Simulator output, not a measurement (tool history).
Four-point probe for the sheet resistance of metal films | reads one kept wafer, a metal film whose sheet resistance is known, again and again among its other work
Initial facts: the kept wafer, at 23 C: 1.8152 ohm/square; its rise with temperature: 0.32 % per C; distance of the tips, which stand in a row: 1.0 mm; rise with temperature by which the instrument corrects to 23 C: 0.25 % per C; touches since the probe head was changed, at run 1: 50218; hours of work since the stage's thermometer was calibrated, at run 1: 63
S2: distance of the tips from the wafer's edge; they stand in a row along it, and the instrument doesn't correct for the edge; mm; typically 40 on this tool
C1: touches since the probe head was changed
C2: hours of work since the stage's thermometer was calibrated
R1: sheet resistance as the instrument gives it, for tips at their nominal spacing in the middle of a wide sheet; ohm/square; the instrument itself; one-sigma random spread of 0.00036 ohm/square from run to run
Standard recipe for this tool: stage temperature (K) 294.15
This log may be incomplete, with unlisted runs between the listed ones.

Run 1, day 0: usual settings; C1 50218; C2 63. Result: R1 1.809665 ohm/square.
Run 2, day 0.45: usual settings; C1 50909; C2 71. Result: R1 1.809467 ohm/square.
Run 3, day 0.8: usual settings but stage temperature (K) 296.15; C1 51451; C2 77. Result: R1 1.81112 ohm/square.
Run 4, day 1.412: usual settings but stage temperature (K) 304.15; C1 52395; C2 88. Result: R1 1.819798 ohm/square.
Run 5, day 1.975: usual settings but stage temperature (K) 304.15; C1 53260; C2 98. Result: R1 1.819602 ohm/square.
Run 6, day 2.417: usual settings but stage temperature (K) 304.15; C1 53944; C2 106. Result: R1 1.819209 ohm/square.
Run 7, day 2.829: usual settings but stage temperature (K) 304.15; C1 54579; C2 113. Result: R1 1.818991 ohm/square.
Run 8, day 3.296: usual settings but stage temperature (K) 304.15; C1 55296; C2 121. Result: R1 1.818413 ohm/square.
Run 9, day 3.9: usual settings but stage temperature (K) 304.15; C1 56230; C2 131. Result: R1 1.81934 ohm/square.
Run 10, day 4.471: usual settings; C1 57113; C2 141. Result: R1 1.807573 ohm/square.
Run 11, day 4.846: usual settings but stage temperature (K) 299.15; C1 57691; C2 148. Result: R1 1.813099 ohm/square.
Run 12, day 5.4: usual settings but stage temperature (K) 299.15, S2 8 mm; C1 58545; C2 158. Result: R1 1.826844 ohm/square.
Run 13, day 5.742: usual settings but stage temperature (K) 299.15, S2 8 mm; C1 59067; C2 164. Result: R1 1.827469 ohm/square.
At day 5.812: stage's thermometer calibrated.
Run 14, day 6.242: usual settings; C1 59810; C2 8. Result: R1 1.80685 ohm/square.
Run 15, day 6.629: usual settings; C1 60402; C2 14. Result: R1 1.806925 ohm/square.
Run 16, day 7.2: usual settings but S2 4 mm; C1 61284; C2 24. Result: R1 1.86458 ohm/square.
Run 17, day 7.546: usual settings but S2 4 mm; C1 61819; C2 30. Result: R1 1.865542 ohm/square.
Run 18, day 8.142: usual settings but stage temperature (K) 300.15; C1 62734; C2 41. Result: R1 1.812573 ohm/square.
At day 8.312: stage's thermometer calibrated, once more.
Run 19, day 8.708: usual settings but stage temperature (K) 296.15; C1 63579; C2 7. Result: R1 1.806463 ohm/square.
Run 20, day 8.992: usual settings but S2 5 mm; C1 64015; C2 12. Result: R1 1.842319 ohm/square.
Run 21, day 9.388: usual settings but S2 5 mm; C1 64626; C2 19. Result: R1 1.84249 ohm/square.
Run 22, day 9.988: usual settings but stage temperature (K) 307.15, S2 7 mm; C1 65552; C2 29. Result: R1 1.837641 ohm/square.
Run 23, day 10.508: usual settings but stage temperature (K) 296.15, S2 21 mm; C1 66352; C2 38. Result: R1 1.808035 ohm/square.
Run 24, day 11.112: usual settings but stage temperature (K) 297.15, S2 68 mm; C1 67281; C2 49. Result: R1 1.806294 ohm/square.
Run 25, day 11.7: usual settings but stage temperature (K) 297.15, S2 68 mm; C1 68188; C2 59. Result: R1 1.806324 ohm/square.
Run 26, day 12.125: usual settings but stage temperature (K) 297.15, S2 68 mm; C1 68846; C2 66. Result: R1 1.806053 ohm/square.
Run 27, day 12.667: usual settings but stage temperature (K) 297.15, S2 68 mm; C1 69677; C2 76. Result: R1 1.805984 ohm/square.
Run 28, day 13.312: usual settings but stage temperature (K) 297.15, S2 68 mm; C1 70674; C2 87. Result: R1 1.806309 ohm/square.
Run 29, day 13.842: usual settings but stage temperature (K) 297.15, S2 68 mm; C1 71488; C2 96. Result: R1 1.805374 ohm/square.
Run 30, day 14.35: usual settings but stage temperature (K) 297.15, S2 68 mm; C1 72274; C2 105. Result: R1 1.805594 ohm/square.
Run 31, day 14.742: usual settings but stage temperature (K) 297.15, S2 14 mm; C1 72875; C2 112. Result: R1 1.810746 ohm/square.

Forecast each of these 4 alternatives for the next run:
Run A, day 15.3: usual settings but stage temperature (K) 302.15, S2 59 mm; C1 73741; C2 122. Result: R1 ?.
Run B, day 15.3: usual settings but stage temperature (K) 302.15, S2 14 mm; C1 73741; C2 122. Result: R1 ?.
Run C, day 15.3: usual settings but S2 34 mm; C1 73741; C2 122. Result: R1 ?.
Run D, day 15.3: usual settings but stage temperature (K) 297.15, S2 7 mm; C1 73741; C2 122. Result: R1 ?.

run        R1
  A   1.80959
  B  1.815793
  C  1.802704
  D   1.82472
Without the tool's unlogged condition, the same runs would have read:
run        R1
  A   1.82121
  B   1.82745
  C  1.814283
  D  1.836429

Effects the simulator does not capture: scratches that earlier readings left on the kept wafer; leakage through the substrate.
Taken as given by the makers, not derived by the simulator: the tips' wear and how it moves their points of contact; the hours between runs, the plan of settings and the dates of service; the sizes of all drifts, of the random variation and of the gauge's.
